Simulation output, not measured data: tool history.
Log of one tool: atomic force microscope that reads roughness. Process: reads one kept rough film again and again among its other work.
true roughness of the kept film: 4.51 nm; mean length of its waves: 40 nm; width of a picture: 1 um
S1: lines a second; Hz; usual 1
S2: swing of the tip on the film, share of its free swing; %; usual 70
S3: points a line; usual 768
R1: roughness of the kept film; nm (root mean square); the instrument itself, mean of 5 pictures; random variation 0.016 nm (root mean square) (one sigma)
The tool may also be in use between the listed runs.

run 1 day=0 | S1=1 S2=70 S3=768 | R1=3.773
run 2 day=0.921 | S1=1 S2=70 S3=768 | R1=3.773
-- day=1.862 new tip fitted
run 3 day=1.954 | S1=1 S2=70 S3=637 | R1=3.799
run 4 day=3.371 | S1=1 S2=70 S3=637 | R1=3.808
run 5 day=4.742 | S1=0.52 S2=70 S3=637 | R1=3.91
-- day=4.867 new tip fitted
run 6 day=5.875 | S1=0.52 S2=70 S3=637 | R1=3.907
run 7 day=7.254 | S1=0.58 S2=70 S3=768 | R1=3.894
-- day=7.904 new tip fitted
run 8 day=8.7 | S1=1 S2=70 S3=768 | R1=3.785
run 9 day=10.054 | S1=1 S2=70 S3=768 | R1=3.784
-- day=10.95 new tip fitted
run 10 day=11.058 | S1=1 S2=70 S3=339 | R1=3.782
run 11 day=12.354 | S1=1.57 S2=59 S3=768 | R1=3.827
run 12 day=13.325 | S1=1.57 S2=59 S3=768 | R1=3.838
-- day=14.017 new tip fitted
run 13 day=14.667 | S1=2.6 S2=81 S3=768 | R1=3.118
run 14 day=15.538 | S1=1 S2=71 S3=969 | R1=3.774
run 15 day=16.479 | S1=1 S2=71 S3=969 | R1=3.802
-- day=17.058 new tip fitted
run 16 day=17.15 | S1=1 S2=71 S3=969 | R1=3.805
run 17 day=17.775 | S1=1 S2=70 S3=743 | R1=3.808
run 18 day=18.8 | S1=2.14 S2=63 S3=743 | R1=3.696
run 19 day=19.721 | S1=2.17 S2=79 S3=535 | R1=3.302

5 ways to go on from here, each from the tool as it stands after run 19. What would each give?
-- day=20.075 new tip fitted
run A day=20.862 | S1=0.7 S2=69 S3=847 | R1=?
-- day=20.075 new tip fitted
run B day=20.862 | S1=0.83 S2=81 S3=768 | R1=?
-- day=20.075 new tip fitted
run C day=20.862 | S1=1.29 S2=74 S3=469 | R1=?
-- day=20.075 new tip fitted
run D day=20.862 | S1=3.14 S2=64 S3=274 | R1=?
-- day=20.075 new tip fitted
run E day=20.862 | S1=3.61 S2=79 S3=535 | R1=?

run=A R1=3.89
run=B R1=3.696
run=C R1=3.655
run=D R1=3.543
run=E R1=2.941
Without the tool's hidden state the same runs would have given:
run=A R1=3.894
run=B R1=3.7
run=C R1=3.659
run=D R1=3.547
run=E R1=2.944
